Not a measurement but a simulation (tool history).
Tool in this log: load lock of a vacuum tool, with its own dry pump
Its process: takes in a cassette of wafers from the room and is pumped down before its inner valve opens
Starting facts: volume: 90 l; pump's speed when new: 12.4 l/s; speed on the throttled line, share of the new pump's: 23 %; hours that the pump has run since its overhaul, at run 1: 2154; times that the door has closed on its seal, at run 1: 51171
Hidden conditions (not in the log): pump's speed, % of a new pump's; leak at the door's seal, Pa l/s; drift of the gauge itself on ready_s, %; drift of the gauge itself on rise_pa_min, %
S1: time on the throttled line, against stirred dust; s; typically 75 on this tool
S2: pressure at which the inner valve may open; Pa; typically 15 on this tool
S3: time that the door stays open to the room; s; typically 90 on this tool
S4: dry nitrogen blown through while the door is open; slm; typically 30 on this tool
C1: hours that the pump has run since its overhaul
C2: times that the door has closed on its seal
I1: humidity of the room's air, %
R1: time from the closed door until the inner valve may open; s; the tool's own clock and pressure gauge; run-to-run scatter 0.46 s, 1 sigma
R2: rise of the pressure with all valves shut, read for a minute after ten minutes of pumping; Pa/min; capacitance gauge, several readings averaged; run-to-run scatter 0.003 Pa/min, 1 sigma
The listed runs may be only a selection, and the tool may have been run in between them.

run,day,S1,S2,S3,S4,C1,C2,I1,R1,R2
1,0.000,75,15,90,30,2154,51171,43.3,122.0,0.034
2,12.604,40,15,90,30,2456,52557,46.3,94.8,0.038
3,35.350,40,15,90,30,3002,55059,43.5,95.2,0.038
4,48.033,40,15,90,30,3306,56454,44.9,95.2,0.038
5,60.558,75,15,90,30,3607,57832,49.4,121.8,0.041
# day 77.908: door's seal changed, seat wiped
6,83.625,90,15,90,30,4159,628,42.0,133.2,0.040
7,99.512,75,16,90,30,4540,2376,45.7,122.1,0.032
8,120.688,75,15,90,30,5049,4705,48.3,122.3,0.038
9,136.883,75,15,90,30,5437,6487,46.8,122.4,0.037
10,149.054,75,20,90,30,5729,7825,43.3,119.9,0.034
11,158.800,75,20,90,30,5963,8898,42.6,120.5,0.035
12,172.017,75,20,90,30,6281,10351,42.4,120.2,0.034
13,187.800,75,15,90,14,6659,12088,46.6,122.2,0.053
14,201.267,75,15,123,30,6983,13569,45.6,122.4,0.038
15,220.612,75,15,123,30,7447,15697,44.1,122.2,0.042
16,234.533,75,15,123,30,7781,17228,48.3,122.8,0.043
17,250.058,75,15,123,30,8154,18936,42.8,122.3,0.037
18,260.592,75,15,90,30,8406,20095,46.9,121.9,0.039
19,280.529,75,15,90,30,8885,22287,49.3,121.6,0.037
20,303.112,75,25,53,14,9427,24772,47.9,118.2,0.049
21,314.558,75,25,53,14,9702,26031,49.3,118.8,0.046
22,325.612,81,12,187,30,9967,27247,45.0,128.0,0.045
23,335.046,79,13,90,26,10193,28284,44.6,125.8,0.036
24,358.042,110,15,90,30,10745,30814,43.8,150.0,0.035
25,379.129,75,15,90,31,11251,33134,44.1,122.0,0.033
26,397.446,135,14,216,35,11691,35148,47.6,169.5,0.048
27,418.825,135,14,216,35,12204,37500,45.5,169.1,0.048
28,431.483,135,14,216,35,12508,38892,47.3,169.2,0.045
29,444.854,135,20,36,35,12829,40363,46.1,166.4,0.025
30,467.792,59,20,36,9,13379,42886,45.6,107.9,0.045
31,486.729,40,24,42,23,13834,44969,44.6,91.8,0.030
32,502.796,138,15,166,36,14219,46737,44.8,171.6,0.039
33,523.017,138,15,102,36,14705,48961,45.1,170.1,0.035

Run 34 comes next. What will it give?
34,543.300,138,15,54,36,15191,51192,46.4,?,?

Run 34 came out at R1 170.4 s, R2 0.028 Pa/min.
With the hidden condition absent and the run-to-run variation left alone, this run would have shown R1 170.4 s, R2 0.027 Pa/min.
